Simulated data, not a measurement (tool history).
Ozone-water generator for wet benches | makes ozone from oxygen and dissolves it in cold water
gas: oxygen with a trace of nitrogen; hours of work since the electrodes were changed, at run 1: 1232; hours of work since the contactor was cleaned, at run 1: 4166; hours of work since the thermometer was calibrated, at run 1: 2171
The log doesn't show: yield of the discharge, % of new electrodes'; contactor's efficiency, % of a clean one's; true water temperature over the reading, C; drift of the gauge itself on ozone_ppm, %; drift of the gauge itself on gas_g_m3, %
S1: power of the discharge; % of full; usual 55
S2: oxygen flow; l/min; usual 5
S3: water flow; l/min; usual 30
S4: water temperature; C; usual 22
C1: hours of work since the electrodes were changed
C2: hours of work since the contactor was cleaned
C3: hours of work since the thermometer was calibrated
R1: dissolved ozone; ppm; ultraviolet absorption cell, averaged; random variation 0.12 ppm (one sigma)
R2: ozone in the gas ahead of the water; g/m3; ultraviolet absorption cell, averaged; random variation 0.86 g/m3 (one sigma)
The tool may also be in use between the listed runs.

run   hour  S1    S2  S3  S4    C1    C2    C3    R1     R2
  1      0  55     5  30  22  1232  4166  2171   9.9    137
  2   45.2  55     5  38  22  1275  4209  2214   7.6  137.1
  3   90.6  55  4.34  30  22  1317  4251  2256   9.5  151.5
  4  121.9  55  4.34  30  22  1347  4281  2286   9.9  151.4
  5  161.9  55  2.54  30  22  1384  4318  2323   9.3  212.5
  6  192.4  55  3.05  30  22  1413  4347  2352   9.6    189
  7  237.6  55  3.05  30  22  1455  4390  2394   9.6  189.3
  8  270.4  55  3.05  30  22  1486  4420  2425   9.4  187.1
  9  294.4  55  3.05  30  22  1509  4443  2448   9.5  188.9
 10  331.5  55  3.05  30  22  1543  4478  2482   9.4  188.5
 11  377.4  55  3.05  30  22  1587  4521  2526   9.4  187.6
 12  411.7  55  3.05  30  22  1619  4553  2558   9.4  189.9
     414.1  -- water thermometer calibrated
 13  445.6  59  6.96  46  27  1650  4585    30   6.2  114.9
 14  470.6  55  5.48  36  22  1674  4608    53   8.1  129.2
 15  506.4  47  2.86  26  22  1707  4642    87    10  177.5
     528.6  -- water thermometer calibrated, once more
 16  545.8  47  2.86  26  22  1744  4678    16   9.9  177.3
 17  588.8  94  5.06  22  14  1784  4719    57  19.9  190.5
 18  619.9  94  5.06  22  14  1813  4748    86  20.1  190.4
 19  660.9  56     5  38  22  1852  4786   124   7.6    138
 20  696.8  56     5  38  22  1886  4820   158   7.7  136.4
 21  733.7  56     5  38  22  1920  4855   193   7.5  136.6
 22  774.9  93  4.06  18  20  1959  4893   231    22  214.9
 23  818.7  47  4.06  27  14  2000  4935   273  10.3  139.9
 24  845.4  47  4.06  27  25  2025  4960   298   9.3  140.3

4 ways to go on from here, each from the tool as it stands after run 24. What would each give?
  A   871  47  5.04  27  25  2049  4984  322   ?   ?
  B   871  47  4.06  28  25  2049  4984  322   ?   ?
  C   871  64  5.33  30  24  2049  4984  322   ?   ?
  D   871  55     5  31  22  2049  4984  322   ?   ?

run    R1     R2
  A   9.1  122.8
  B   8.9  140.1
  C  10.2  143.1
  D   9.4  135.9
Without the tool's hidden state the same runs would have given:
run    R1     R2
  A    10  126.5
  B   9.8  144.4
  C  11.3  148.7
  D  10.5  140.7
